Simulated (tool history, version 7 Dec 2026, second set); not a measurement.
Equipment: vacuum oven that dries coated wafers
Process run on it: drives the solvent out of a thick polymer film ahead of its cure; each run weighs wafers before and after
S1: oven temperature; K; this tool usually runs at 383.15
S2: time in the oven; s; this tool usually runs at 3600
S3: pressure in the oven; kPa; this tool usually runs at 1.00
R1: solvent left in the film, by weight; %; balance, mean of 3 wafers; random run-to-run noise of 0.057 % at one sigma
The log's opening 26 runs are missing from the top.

run	hour	S1	S2	S3	R1
27	1762.5	383.15	2880	3.92	7.84
28	1844.8	397.15	5160	1.01	1.41
29	1899.5	397.15	5160	1.01	1.32
30	1964.2	397.15	5160	1.01	1.39
31	2049.7	396.15	5160	1.01	1.46
32	2127.3	396.15	5160	1.01	1.40
33	2209.9	387.15	4320	1.00	2.50
34	2269.2	371.15	5220	1.00	4.60
35	2319.8	376.15	4440	1.19	4.31
36	2382.9	387.15	4440	1.19	2.64
37	2466.4	385.15	3600	1.00	3.22
38	2560.4	394.15	3000	0.58	2.07
39	2633.8	376.15	3600	2.62	7.54
40	2714.1	394.15	3600	1.00	2.26

What if the next run were any one of these 5? Each begins from the tool's condition after run 40:
# hour 2798.2: oven's thermocouples calibrated
A	2804.9	379.15	3600	1.00	?
# hour 2798.2: oven's thermocouples calibrated
B	2804.9	371.15	3600	1.00	?
# hour 2798.2: oven's thermocouples calibrated
C	2804.9	385.15	3600	1.00	?
# hour 2798.2: oven's thermocouples calibrated
D	2804.9	383.15	3780	2.69	?
# hour 2798.2: oven's thermocouples calibrated
E	2804.9	370.15	3600	1.00	?

run	R1
A	3.77
B	5.35
C	2.90
D	5.48
E	5.55
Without the tool's hidden state the same runs would have given:
run	R1
A	3.26
B	4.73
C	2.45
D	5.00
E	4.92
